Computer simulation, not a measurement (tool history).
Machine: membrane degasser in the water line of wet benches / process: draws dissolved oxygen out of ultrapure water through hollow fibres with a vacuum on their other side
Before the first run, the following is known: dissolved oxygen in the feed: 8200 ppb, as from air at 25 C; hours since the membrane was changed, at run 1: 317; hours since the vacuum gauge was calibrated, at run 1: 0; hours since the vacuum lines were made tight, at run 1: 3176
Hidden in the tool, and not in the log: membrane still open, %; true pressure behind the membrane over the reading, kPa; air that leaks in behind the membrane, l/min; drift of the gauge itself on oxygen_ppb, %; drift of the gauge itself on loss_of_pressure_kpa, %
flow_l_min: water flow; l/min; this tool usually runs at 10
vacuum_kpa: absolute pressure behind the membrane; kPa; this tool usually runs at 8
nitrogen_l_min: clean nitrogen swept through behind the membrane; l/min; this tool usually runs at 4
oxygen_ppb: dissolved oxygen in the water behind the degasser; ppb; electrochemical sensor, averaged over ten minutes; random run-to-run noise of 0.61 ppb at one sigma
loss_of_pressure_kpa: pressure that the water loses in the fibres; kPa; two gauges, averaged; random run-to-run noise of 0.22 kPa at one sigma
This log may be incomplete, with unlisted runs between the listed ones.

| run | day | flow_l_min | vacuum_kpa | nitrogen_l_min | hours since the membrane was changed | hours since the vacuum gauge was calibrated | hours since the vacuum lines were made tight | oxygen_ppb | loss_of_pressure_kpa |
|---|---|---|---|---|---|---|---|---|---|
| 1 | 0 | 10 | 8 | 4 | 317 | 0 | 3176 | 53.5 | 52.69 |
| 2 | 1.558 | 10 | 8 | 4 | 354 | 37 | 3214 | 52.9 | 53.21 |
| 3 | 2.9 | 10 | 8 | 4 | 386 | 70 | 3246 | 53.1 | 53.21 |
| 4 | 3.933 | 10 | 8 | 4 | 411 | 94 | 3271 | 52.3 | 52.83 |
| 5 | 5.158 | 10 | 8 | 4 | 441 | 124 | 3300 | 52.4 | 52.71 |
| 6 | 6.467 | 16 | 8 | 4 | 472 | 155 | 3331 | 215.1 | 84.01 |
| 7 | 7.95 | 16 | 8 | 4 | 508 | 191 | 3367 | 217.6 | 84.19 |
| 8 | 9.488 | 16 | 8 | 4 | 545 | 228 | 3404 | 221 | 84.26 |
| 9 | 10.358 | 16 | 8 | 4 | 565 | 249 | 3425 | 218.4 | 83.96 |
| 10 | 12.171 | 16 | 8 | 4 | 609 | 292 | 3468 | 220.1 | 84.32 |
| 11 | 13.25 | 10 | 8 | 4 | 635 | 318 | 3494 | 53.4 | 52.79 |
| 12 | 14.5 | 8 | 8 | 4 | 665 | 348 | 3524 | 30 | 42.23 |
| 13 | 15.592 | 8 | 8 | 4 | 691 | 374 | 3550 | 29.8 | 41.77 |
| 14 | 16.825 | 8 | 8 | 4 | 721 | 404 | 3580 | 30.2 | 41.97 |
| 15 | 17.996 | 8 | 8 | 9.31 | 749 | 432 | 3608 | 16.6 | 41.87 |
| 16 | 18.908 | 10 | 8 | 4.05 | 771 | 454 | 3630 | 52.1 | 52.08 |
| 17 | 20.125 | 10 | 8 | 4.05 | 800 | 483 | 3659 | 51.7 | 52.08 |
| 18 | 22 | 10 | 8 | 4.05 | 845 | 528 | 3704 | 52 | 51.89 |
| 19 | 23.1 | 10 | 8 | 4.05 | 871 | 554 | 3731 | 52.7 | 52.3 |
| 20 | 24.292 | 10 | 8 | 4.05 | 900 | 583 | 3759 | 52.7 | 51.8 |
|  | 24.646 | seals of the vacuum lines changed |
| 21 | 25.958 | 10 | 14.49 | 2.19 | 938 | 621 | 31 | 146.8 | 51.8 |
| 22 | 27.096 | 7 | 5.28 | 2.59 | 965 | 648 | 59 | 16.7 | 36.57 |
| 23 | 27.988 | 7 | 5.28 | 2.59 | 987 | 670 | 80 | 16.5 | 36.15 |
| 24 | 28.85 | 7 | 5.28 | 2.59 | 1007 | 690 | 101 | 16.9 | 36.5 |
| 25 | 30.771 | 11 | 11.18 | 2.59 | 1053 | 736 | 147 | 119.3 | 56.95 |
|  | 32.258 | gauge calibrated |
| 26 | 32.371 | 13 | 11.58 | 7.78 | 1092 | 775 | 185 | 114.3 | 68.46 |
| 27 | 33.75 | 13 | 11.58 | 7.78 | 1125 | 808 | 219 | 113.4 | 68.54 |
| 28 | 34.758 | 8 | 11.58 | 7.78 | 1149 | 832 | 243 | 27.8 | 42.45 |
| 29 | 35.538 | 8 | 11.58 | 7.78 | 1168 | 851 | 261 | 27.9 | 42.1 |
| 30 | 37.329 | 16 | 8 | 5.03 | 1211 | 894 | 304 | 208 | 84.75 |
| 31 | 38.233 | 16 | 8 | 5.03 | 1232 | 916 | 326 | 209.8 | 84.57 |
| 32 | 39.267 | 7 | 8 | 4 | 1257 | 940 | 351 | 23.7 | 36.99 |

For some of the steps in loss_of_pressure_kpa from one run to the next: how much would appear even if the tool had no hidden state, given the settings, what came in and random variation, and how much remains for the hidden state plus any gauge scatter that the measured result and the result without hidden state don't share?
Run 10 -> 11: flow_l_min 16 -> 10. loss_of_pressure_kpa -31.53 kPa: hidden state +0.26, all else -31.79.
Run 21 -> 22: flow_l_min 10 -> 7, vacuum_kpa 14.49 -> 5.28, nitrogen_l_min 2.19 -> 2.59. loss_of_pressure_kpa -15.23 kPa: hidden state +0.28, all else -15.51.
Run 24 -> 25: flow_l_min 7 -> 11, vacuum_kpa 5.28 -> 11.18. loss_of_pressure_kpa +20.45 kPa: hidden state -0.56, all else +21.01.
Run 25 -> 26: flow_l_min 11 -> 13, vacuum_kpa 11.18 -> 11.58, nitrogen_l_min 2.59 -> 7.78, gauge calibrated. loss_of_pressure_kpa +11.51 kPa: hidden state +1.41, all else +10.1.
Run 29 -> 30: flow_l_min 8 -> 16, vacuum_kpa 11.58 -> 8, nitrogen_l_min 7.78 -> 5.03. loss_of_pressure_kpa +42.65 kPa: hidden state -0.23, all else +42.88.
Run 31 -> 32: flow_l_min 16 -> 7, nitrogen_l_min 5.03 -> 4. loss_of_pressure_kpa -47.58 kPa: hidden state +0.19, all else -47.77.
